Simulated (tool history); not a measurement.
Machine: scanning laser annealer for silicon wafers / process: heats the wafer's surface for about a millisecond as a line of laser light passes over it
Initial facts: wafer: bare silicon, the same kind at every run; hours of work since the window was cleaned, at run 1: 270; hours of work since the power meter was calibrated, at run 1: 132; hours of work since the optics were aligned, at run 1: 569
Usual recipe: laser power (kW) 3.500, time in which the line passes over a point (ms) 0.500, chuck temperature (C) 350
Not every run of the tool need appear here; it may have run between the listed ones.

run,hour,laser power (kW),time in which the line passes over a point (ms),chuck temperature (C),hours of work since the window was cleaned,hours of work since the power meter was calibrated,hours of work since the optics were aligned,highest temperature of the surface (C)
1,0.0,3.500,0.500,350,270,132,569,1175
2,22.9,3.500,0.500,350,283,145,582,1177
3,50.4,3.500,0.500,388,299,161,598,1211
4,73.7,3.500,0.500,350,313,175,611,1176
5,93.8,3.500,0.500,350,324,187,623,1177
6,115.4,3.500,0.500,350,337,199,636,1175
7,138.5,3.500,0.500,350,350,213,649,1175
8,162.0,3.500,0.500,350,364,226,663,1177
9,181.0,3.500,0.500,350,375,237,674,1174
10,206.3,3.500,0.500,350,390,252,689,1177
11,227.5,3.500,0.500,350,402,264,701,1176
12,254.7,3.500,0.500,350,418,280,717,1176
13,266.7,3.500,0.500,350,425,287,724,1174
14,287.3,3.500,0.500,350,437,299,736,1174
15,313.5,3.509,0.500,350,452,314,751,1181
16,329.6,3.648,0.500,350,461,324,760,1220
17,358.4,3.500,0.500,350,478,340,777,1173
18,372.2,3.500,0.500,350,486,348,785,1179
19,389.3,3.500,0.500,350,496,358,795,1177
20,406.7,3.500,0.500,329,506,369,805,1156
21,428.3,3.500,0.500,368,519,381,818,1194
22,451.5,3.678,0.433,363,532,395,831,1187
23,475.0,3.025,0.432,379,546,408,845,1033
24,493.4,3.092,0.423,324,557,419,855,991
25,522.7,3.465,0.500,369,574,436,872,1184
26,548.9,3.142,0.560,327,589,451,888,1093
27,574.5,3.142,0.560,327,604,466,903,1090
28,597.5,3.748,0.481,342,617,479,916,1220
29,618.4,3.605,0.373,322,629,492,928,1074
# hour 626.0: window over the wafer cleaned
30,649.9,3.605,0.373,322,14,509,945,1076
31,674.6,3.696,0.500,325,28,523,960,1208
32,688.6,3.500,0.500,382,36,531,968,1207
33,706.8,3.500,0.500,382,47,542,978,1208
34,733.2,3.500,0.500,382,62,557,994,1208
35,751.3,3.500,0.500,382,73,568,1004,1212

3 ways to go on from here, each from the tool as it stands after run 35. What would each give?
A,777.4,3.360,0.376,359,88,583,1019,?
B,777.4,2.996,0.512,350,88,583,1019,?
C,777.4,3.789,0.500,330,88,583,1019,?

run,highest temperature of the surface (C)
A,1058
B,1045
C,1236
With the hidden condition removed and each run's random variation left untouched, the same runs would have given:
run,highest temperature of the surface (C)
A,1058
B,1046
C,1237
